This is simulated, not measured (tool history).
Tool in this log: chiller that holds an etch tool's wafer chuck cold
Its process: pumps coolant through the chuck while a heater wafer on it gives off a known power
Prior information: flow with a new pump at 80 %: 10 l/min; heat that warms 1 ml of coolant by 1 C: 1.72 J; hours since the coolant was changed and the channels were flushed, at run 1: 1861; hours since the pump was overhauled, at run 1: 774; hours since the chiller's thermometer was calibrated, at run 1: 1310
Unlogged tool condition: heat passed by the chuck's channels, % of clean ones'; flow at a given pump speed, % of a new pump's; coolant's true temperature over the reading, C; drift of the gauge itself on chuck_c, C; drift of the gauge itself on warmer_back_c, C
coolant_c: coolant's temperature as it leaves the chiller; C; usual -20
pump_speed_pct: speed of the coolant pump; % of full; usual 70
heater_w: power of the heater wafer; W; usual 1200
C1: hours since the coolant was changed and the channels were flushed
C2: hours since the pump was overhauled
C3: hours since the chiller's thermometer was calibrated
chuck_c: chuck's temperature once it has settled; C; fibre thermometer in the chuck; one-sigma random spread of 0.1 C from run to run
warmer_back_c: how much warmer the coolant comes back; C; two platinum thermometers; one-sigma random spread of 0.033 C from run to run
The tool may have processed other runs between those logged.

Run 1, hour 0.0: usual settings; C1 1861; C2 774; C3 1310. Result: chuck_c -5.5 C, warmer_back_c 4.84 C.
Run 2, hour 20.5: usual settings; C1 1882; C2 795; C3 1331. Result: chuck_c -5.3 C, warmer_back_c 4.80 C.
Run 3, hour 45.9: usual settings; C1 1907; C2 820; C3 1356. Result: chuck_c -5.6 C, warmer_back_c 4.87 C.
Run 4, hour 75.7: usual settings but heater_w 781 W; C1 1937; C2 850; C3 1386. Result: chuck_c -10.5 C, warmer_back_c 3.18 C.
Run 5, hour 92.5: usual settings but heater_w 861 W; C1 1954; C2 867; C3 1403. Result: chuck_c -9.6 C, warmer_back_c 3.54 C.
Run 6, hour 115.8: usual settings but pump_speed_pct 85 % of full, heater_w 861 W; C1 1977; C2 890; C3 1426. Result: chuck_c -10.7 C, warmer_back_c 2.86 C.
Run 7, hour 131.1: usual settings but pump_speed_pct 85 % of full, heater_w 861 W; C1 1992; C2 905; C3 1441. Result: chuck_c -10.7 C, warmer_back_c 2.90 C.
Run 8, hour 146.1: usual settings; C1 2007; C2 920; C3 1456. Result: chuck_c -5.4 C, warmer_back_c 4.91 C.
Run 9, hour 163.8: usual settings; C1 2025; C2 938; C3 1474. Result: chuck_c -5.3 C, warmer_back_c 4.88 C.
Run 10, hour 186.7: usual settings; C1 2048; C2 961; C3 1497. Result: chuck_c -5.4 C, warmer_back_c 4.90 C.
Run 11, hour 216.1: usual settings but heater_w 1286 W; C1 2077; C2 990; C3 1526. Result: chuck_c -4.4 C, warmer_back_c 5.21 C.
Run 12, hour 244.2: usual settings but heater_w 1286 W; C1 2106; C2 1018; C3 1554. Result: chuck_c -4.3 C, warmer_back_c 5.25 C.
Run 13, hour 273.5: usual settings but heater_w 1286 W; C1 2135; C2 1048; C3 1584. Result: chuck_c -4.4 C, warmer_back_c 5.24 C.
Run 14, hour 296.8: usual settings but heater_w 1286 W; C1 2158; C2 1071; C3 1607. Result: chuck_c -4.1 C, warmer_back_c 5.26 C.
At hour 303.3: coolant pump overhauled.
Run 15, hour 318.0: usual settings; C1 2174; C2 15; C3 1623. Result: chuck_c -5.4 C, warmer_back_c 4.95 C.
Run 16, hour 345.9: usual settings but coolant_c -17 C; C1 2202; C2 43; C3 1651. Result: chuck_c -2.5 C, warmer_back_c 4.87 C.
Run 17, hour 367.2: usual settings but coolant_c -17 C; C1 2223; C2 64; C3 1672. Result: chuck_c -2.3 C, warmer_back_c 4.95 C.
Run 18, hour 383.1: usual settings but coolant_c -17 C; C1 2239; C2 80; C3 1688. Result: chuck_c -2.4 C, warmer_back_c 4.94 C.
Run 19, hour 401.0: usual settings but coolant_c -18 C, heater_w 785 W; C1 2257; C2 98; C3 1706. Result: chuck_c -8.3 C, warmer_back_c 3.23 C.
Run 20, hour 414.7: usual settings but coolant_c -18 C, pump_speed_pct 89 % of full, heater_w 1022 W; C1 2271; C2 111; C3 1720. Result: chuck_c -7.0 C, warmer_back_c 3.37 C.
Run 21, hour 442.4: usual settings; C1 2299; C2 139; C3 1748. Result: chuck_c -5.4 C, warmer_back_c 4.99 C.
At hour 470.1: coolant pump overhauled, once more.
Run 22, hour 475.7: usual settings; C1 2327; C2 6; C3 1776. Result: chuck_c -5.5 C, warmer_back_c 4.83 C.
Run 23, hour 496.0: usual settings; C1 2347; C2 26; C3 1796. Result: chuck_c -5.5 C, warmer_back_c 4.73 C.
Run 24, hour 522.7: usual settings but pump_speed_pct 67 % of full; C1 2374; C2 53; C3 1823. Result: chuck_c -5.3 C, warmer_back_c 4.98 C.
Run 25, hour 545.1: usual settings but coolant_c -29 C; C1 2396; C2 75; C3 1845. Result: chuck_c -14.6 C, warmer_back_c 4.77 C.
Run 26, hour 567.7: usual settings but pump_speed_pct 76 % of full, heater_w 1535 W; C1 2419; C2 98; C3 1868. Result: chuck_c -2.2 C, warmer_back_c 5.60 C.
Run 27, hour 594.4: usual settings but pump_speed_pct 76 % of full, heater_w 1535 W; C1 2446; C2 124; C3 1895. Result: chuck_c -2.2 C, warmer_back_c 5.65 C.
Run 28, hour 612.5: usual settings but pump_speed_pct 74 % of full, heater_w 1733 W; C1 2464; C2 142; C3 1913. Result: chuck_c 0.2 C, warmer_back_c 6.55 C.
Run 29, hour 635.8: usual settings but pump_speed_pct 74 % of full, heater_w 1733 W; C1 2487; C2 166; C3 1936. Result: chuck_c 0.3 C, warmer_back_c 6.56 C.
Run 30, hour 648.9: usual settings but coolant_c -28 C, pump_speed_pct 74 % of full, heater_w 1231 W; C1 2500; C2 179; C3 1949. Result: chuck_c -13.4 C, warmer_back_c 4.69 C.
Run 31, hour 672.5: usual settings but coolant_c -19 C; C1 2524; C2 202; C3 1973. Result: chuck_c -4.5 C, warmer_back_c 4.86 C.
Run 32, hour 685.9: usual settings but coolant_c -27 C, pump_speed_pct 90 % of full, heater_w 1608 W; C1 2537; C2 216; C3 1986. Result: chuck_c -10.0 C, warmer_back_c 5.05 C.

How would selected steps in chuck_c from run to run divide? Give the signed amount a tool lacking its hidden state would still show from settings, what came in and random variation, and the signed amount left for the hidden state, including any gauge scatter that is not in both of the compared results.
Run 3 -> 4: heater_w 1200 -> 781. chuck_c -4.9 C: hidden state -0.4, all else -4.5.
Run 18 -> 19: coolant_c -17 -> -18, heater_w 1200 -> 785. chuck_c -5.9 C: hidden state -0.3, all else -5.6.
Run 20 -> 21: coolant_c -18 -> -20, pump_speed_pct 89 -> 70, heater_w 1022 -> 1200. chuck_c +1.6 C: hidden state +0.3, all else +1.3.
Run 24 -> 25: coolant_c -20 -> -29, pump_speed_pct 67 -> 70. chuck_c -9.3 C: hidden state +0.0, all else -9.3.
Run 25 -> 26: coolant_c -29 -> -20, pump_speed_pct 70 -> 76, heater_w 1200 -> 1535. chuck_c +12.4 C: hidden state +0.3, all else +12.1.
Run 29 -> 30: coolant_c -20 -> -28, heater_w 1733 -> 1231. chuck_c -13.7 C: hidden state -0.3, all else -13.4.

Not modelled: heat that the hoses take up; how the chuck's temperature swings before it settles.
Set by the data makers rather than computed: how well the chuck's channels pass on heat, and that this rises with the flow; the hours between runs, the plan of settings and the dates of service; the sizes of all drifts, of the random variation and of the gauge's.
